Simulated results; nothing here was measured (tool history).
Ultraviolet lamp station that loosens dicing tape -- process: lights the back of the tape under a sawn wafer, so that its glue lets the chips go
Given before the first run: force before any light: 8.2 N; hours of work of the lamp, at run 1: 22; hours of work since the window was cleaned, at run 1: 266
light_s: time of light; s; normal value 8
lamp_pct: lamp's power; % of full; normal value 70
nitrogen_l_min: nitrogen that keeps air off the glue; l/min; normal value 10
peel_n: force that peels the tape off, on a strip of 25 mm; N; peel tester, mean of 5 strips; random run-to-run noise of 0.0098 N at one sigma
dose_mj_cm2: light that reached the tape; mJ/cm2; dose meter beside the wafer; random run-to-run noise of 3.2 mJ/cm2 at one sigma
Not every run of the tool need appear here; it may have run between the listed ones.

run   hour  light_s  lamp_pct  nitrogen_l_min  hours of work of the lamp  hours of work since the window was cleaned  peel_n  dose_mj_cm2
  1    0.0        8        70              10                         22                                         266   0.598          417
  2    8.0        8        70              10                         27                                         270   0.611          415
  3   16.8        8        70              10                         32                                         275   0.643          414
  4   23.0        8        70              10                         36                                         279   0.652          415
      25.3  -- window cleaned of glue's vapour
  5   32.4        8        70              10                         41                                           4   0.688          392
  6   42.0        8        70              10                         46                                          10   0.675          394
  7   50.6        8        70              10                         51                                          15   0.718          393
  8   59.7        4        70              10                         57                                          20   2.225          194
  9   69.5        4        70              10                         62                                          26   2.250          191
      73.4  -- window cleaned of glue's vapour, once more
 10   74.9        8        70              10                         65                                           1   0.462          486
 11   83.1        8        66              10                         70                                           6   0.504          456
 12   92.7        8        66              10                         76                                          11   0.501          452
 13  102.6        8        78              10                         82                                          17   0.370          537
 14  110.5        8        78              10                         86                                          22   0.386          531
 15  117.6        8        78              10                         90                                          26   0.386          533
 16  128.4        8        78              10                         97                                          32   0.396          527
 17  139.3        8        78              10                        103                                          39   0.388          524
 18  146.1        8        78              10                        107                                          42   0.408          523
 19  150.8        8        78              10                        110                                          45   0.388          519
 20  157.9        8        70              15                        114                                          49   0.354          473
 21  164.6        8        64              10                        118                                          53   0.606          429
 22  174.1        8        64              10                        123                                          59   0.580          425
 23  179.1       13        74              14                        126                                          62   0.196          783
 24  188.9       11        69               9                        132                                          67   0.302          625
 25  194.4        8        70               4                        135                                          71   1.081          460
 26  204.2        9        70               7                        141                                          76   0.552          517
 27  209.5        6        88               7                        144                                          79   0.801          434
 28  218.7        5        95               4                        149                                          85   1.500          387
 29  229.4       13        67              10                        156                                          91   0.245          697
 30  240.5        5        70              10                        162                                          98   1.294          279
 31  248.3       16        81               5                        167                                         102   0.227         1042
 32  256.1       11        64              10                        171                                         107   0.346          562
 33  262.0        4        74              10                        175                                         110   1.739          237
 34  270.7        7        74              10                        180                                         115   0.634          409
 35  281.8       11        70               9                        186                                         122   0.324          605
 36  289.8       11        70              10                        191                                         126   0.301          608

What will run 37 give?
 37  294.9        8        70               3                        194                                         129       ?            ?

peel_n: 1.538 N
dose_mj_cm2: 443 mJ/cm2
Were there no unlogged condition in the tool, this run, its random variation unchanged, would have produced peel_n 1.223 N, dose_mj_cm2 508 mJ/cm2.

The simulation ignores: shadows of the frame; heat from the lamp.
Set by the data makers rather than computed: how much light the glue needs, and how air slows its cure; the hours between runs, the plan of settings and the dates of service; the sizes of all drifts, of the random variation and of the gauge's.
